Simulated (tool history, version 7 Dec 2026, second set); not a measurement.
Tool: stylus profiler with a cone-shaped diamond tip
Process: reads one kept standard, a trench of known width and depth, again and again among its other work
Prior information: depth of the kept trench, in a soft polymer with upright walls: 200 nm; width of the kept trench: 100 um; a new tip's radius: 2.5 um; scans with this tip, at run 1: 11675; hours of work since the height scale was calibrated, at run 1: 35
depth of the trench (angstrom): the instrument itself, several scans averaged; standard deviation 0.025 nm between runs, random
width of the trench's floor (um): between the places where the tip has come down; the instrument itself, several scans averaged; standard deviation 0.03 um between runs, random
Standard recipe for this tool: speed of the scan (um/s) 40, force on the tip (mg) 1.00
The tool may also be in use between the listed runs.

run   hour  speed of the scan (um/s)  force on the tip (mg)  scans with this tip  hours of work since the height scale was calibrated  depth of the trench (angstrom)  width of the trench's floor (um)
  1    0.0                        40                   1.00                11675                                                   35                          2010.4                             97.04
  2   22.7                        40                   1.00                11836                                                   48                          2011.0                             97.01
  3   63.0                        40                   1.00                12122                                                   72                          2010.9                             97.02
  4   99.0                        14                   1.00                12376                                                   93                          2010.5                             97.22
  5  133.7                        40                   0.57                12622                                                  114                          2006.9                             96.91
  6  168.8                        40                   0.57                12871                                                  134                          2006.9                             96.88
  7  185.6                        40                   0.57                12990                                                  144                          2007.1                             96.90
  8  206.0                        40                   0.57                13135                                                  156                          2006.9                             96.91
  9  235.5                        40                   0.73                13343                                                  174                          2008.0                             96.93
     239.3  -- height scale calibrated on a step standard
 10  261.8                        40                   0.73                13526                                                   13                          2007.7                             96.93
 11  299.0                        48                   1.52                13790                                                   35                          2013.5                             96.97
 12  319.0                        80                   0.72                13932                                                   47                          2007.3                             96.55
     347.6  -- height scale calibrated on a step standard, once more
 13  353.8                        23                   1.01                14175                                                    4                          2010.5                             97.08
 14  374.1                        12                   0.56                14319                                                   16                          2007.4                             97.08
 15  401.5                        16                   0.44                14513                                                   32                          2005.9                             97.09
 16  440.0                        42                   0.82                14785                                                   54                          2009.7                             96.82
 17  471.1                        42                   0.82                15006                                                   73                          2009.4                             96.82
 18  493.6                       122                   1.83                15166                                                   86                          2016.2                             96.51
 19  515.2                       122                   1.83                15319                                                   99                          2016.4                             96.51

What if the next run were any one of these 5? Each begins from the tool's condition after run 19:
  A  546.0                        40                   0.92                15537                                                  117                               ?                                 ?
  B  546.0                       122                   1.32                15537                                                  117                               ?                                 ?
  C  546.0                       127                   0.39                15537                                                  117                               ?                                 ?
  D  546.0                        44                   2.06                15537                                                  117                               ?                                 ?
  E  546.0                        98                   1.83                15537                                                  117                               ?                                 ?

run  depth of the trench (angstrom)  width of the trench's floor (um)
  A                          2010.3                             96.80
  B                          2012.9                             96.36
  C                          2004.8                             95.59
  D                          2017.6                             96.91
  E                          2015.9                             96.57
The same runs, with their run-to-run variation unchanged, on a tool lacking any hidden condition would have given:
run  depth of the trench (angstrom)  width of the trench's floor (um)
  A                          2011.3                             97.66
  B                          2014.0                             97.21
  C                          2005.8                             96.45
  D                          2018.7                             97.77
  E                          2016.9                             97.43

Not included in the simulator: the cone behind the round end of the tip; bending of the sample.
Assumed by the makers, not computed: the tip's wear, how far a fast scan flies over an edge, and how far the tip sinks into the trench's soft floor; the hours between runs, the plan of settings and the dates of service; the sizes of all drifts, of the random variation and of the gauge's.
